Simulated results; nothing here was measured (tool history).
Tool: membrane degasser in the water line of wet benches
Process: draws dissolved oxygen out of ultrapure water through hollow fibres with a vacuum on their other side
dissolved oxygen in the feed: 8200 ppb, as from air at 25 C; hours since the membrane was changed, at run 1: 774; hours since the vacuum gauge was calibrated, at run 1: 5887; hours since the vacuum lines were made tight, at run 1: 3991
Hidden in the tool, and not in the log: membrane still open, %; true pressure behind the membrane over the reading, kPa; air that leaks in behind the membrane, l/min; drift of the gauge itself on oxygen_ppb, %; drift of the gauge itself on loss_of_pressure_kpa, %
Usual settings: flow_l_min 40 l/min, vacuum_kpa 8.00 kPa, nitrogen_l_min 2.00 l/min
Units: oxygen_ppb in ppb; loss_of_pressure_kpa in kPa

run	hour	flow_l_min	vacuum_kpa	nitrogen_l_min	hours since the membrane was changed	hours since the vacuum gauge was calibrated	hours since the vacuum lines were made tight	oxygen_ppb	loss_of_pressure_kpa
1	0.0	40	8.00	2.00	774	5887	3991	227.3	66.73
2	36.6	40	8.00	2.00	811	5924	4027	226.3	66.85
3	70.9	40	8.00	2.00	845	5958	4061	226.7	66.53
4	123.8	40	8.00	2.00	898	6011	4114	226.3	66.93
5	180.4	40	8.00	2.00	955	6068	4171	226.9	67.14
6	219.9	40	15.61	2.00	994	6107	4210	538.4	66.77
7	248.6	40	15.61	2.00	1023	6136	4239	540.6	66.84
8	283.2	24	8.00	1.45	1057	6171	4274	183.9	40.11
9	320.5	44	7.65	1.81	1095	6208	4311	255.3	73.89
10	373.4	38	5.99	1.81	1148	6261	4364	143.7	63.69
11	423.4	38	5.99	1.81	1198	6311	4414	144.0	63.21
12	480.7	26	4.95	2.00	1255	6368	4471	58.7	43.36
13	520.4	26	4.95	2.00	1295	6408	4511	58.8	44.06

Forecast each of these 5 alternatives for the next run:
A	559.6	35	12.18	2.00	1334	6447	4550	?	?
B	559.6	56	6.82	1.37	1334	6447	4550	?	?
C	559.6	43	17.47	2.00	1334	6447	4550	?	?
D	559.6	47	7.89	5.87	1334	6447	4550	?	?
E	559.6	26	9.04	5.33	1334	6447	4550	?	?

run	oxygen_ppb	loss_of_pressure_kpa
A	355.6	58.79
B	355.4	93.85
C	654.1	72.04
D	117.4	78.89
E	72.3	43.35
Without the tool's hidden state the same runs would have given:
run	oxygen_ppb	loss_of_pressure_kpa
A	347.1	58.29
B	338.9	93.04
C	644.0	71.41
D	112.4	78.22
E	69.5	42.98

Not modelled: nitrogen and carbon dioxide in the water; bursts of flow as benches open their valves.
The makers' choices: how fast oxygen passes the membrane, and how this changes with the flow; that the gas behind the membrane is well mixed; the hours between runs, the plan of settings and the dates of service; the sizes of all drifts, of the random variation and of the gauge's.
